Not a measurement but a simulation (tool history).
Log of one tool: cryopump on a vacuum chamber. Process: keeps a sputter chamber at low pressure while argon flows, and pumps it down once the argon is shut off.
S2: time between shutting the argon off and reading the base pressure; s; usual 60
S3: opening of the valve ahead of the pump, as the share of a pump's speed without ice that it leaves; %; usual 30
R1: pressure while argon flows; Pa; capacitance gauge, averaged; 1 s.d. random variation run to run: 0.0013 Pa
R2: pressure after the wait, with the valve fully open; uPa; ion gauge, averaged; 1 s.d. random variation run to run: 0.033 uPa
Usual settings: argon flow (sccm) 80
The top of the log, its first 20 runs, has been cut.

run 21 hour=429 | argon_flow_(sccm)=132 S2=83 S3=30 | R1=0.494 R2=1.65
run 22 hour=444.2 | argon_flow_(sccm)=80 S2=186 S3=16 | R1=0.553 R2=1.02
run 23 hour=470.4 | argon_flow_(sccm)=157 S2=56 S3=16 | R1=1.0933 R2=2.21
run 24 hour=481.8 | argon_flow_(sccm)=120 S2=60 S3=33 | R1=0.408 R2=2.09
run 25 hour=497.7 | argon_flow_(sccm)=120 S2=60 S3=33 | R1=0.4078 R2=2
run 26 hour=519.9 | argon_flow_(sccm)=120 S2=262 S3=37 | R1=0.3661 R2=0.9
run 27 hour=547.1 | argon_flow_(sccm)=155 S2=101 S3=23 | R1=0.7538 R2=1.44
run 28 hour=564.5 | argon_flow_(sccm)=155 S2=101 S3=23 | R1=0.755 R2=1.45
run 29 hour=589.5 | argon_flow_(sccm)=80 S2=23 S3=43 | R1=0.2115 R2=4.54
run 30 hour=612.3 | argon_flow_(sccm)=80 S2=23 S3=43 | R1=0.2082 R2=4.54
run 31 hour=632.3 | argon_flow_(sccm)=35 S2=295 S3=15 | R1=0.2599 R2=0.9
run 32 hour=652.1 | argon_flow_(sccm)=35 S2=295 S3=15 | R1=0.262 R2=0.88
run 33 hour=674.3 | argon_flow_(sccm)=35 S2=295 S3=15 | R1=0.2608 R2=0.87
run 34 hour=693.8 | argon_flow_(sccm)=48 S2=29 S3=30 | R1=0.1806 R2=3.72

Each row is a separate what-if for the run after 34, all from the same tool condition, not one after another. Results?
run A hour=709.4 | argon_flow_(sccm)=45 S2=143 S3=30 | R1=? R2=?
run B hour=709.4 | argon_flow_(sccm)=36 S2=26 S3=47 | R1=? R2=?
run C hour=709.4 | argon_flow_(sccm)=53 S2=38 S3=21 | R1=? R2=?

run=A R1=0.1684 R2=1.19
run=B R1=0.0868 R2=4.11
run=C R1=0.2828 R2=3.1
Stripped of hidden state, with their random variation kept, the same runs would have yielded:
run=A R1=0.1652 R2=0.83
run=B R1=0.0843 R2=3.75
run=C R1=0.279 R2=2.73

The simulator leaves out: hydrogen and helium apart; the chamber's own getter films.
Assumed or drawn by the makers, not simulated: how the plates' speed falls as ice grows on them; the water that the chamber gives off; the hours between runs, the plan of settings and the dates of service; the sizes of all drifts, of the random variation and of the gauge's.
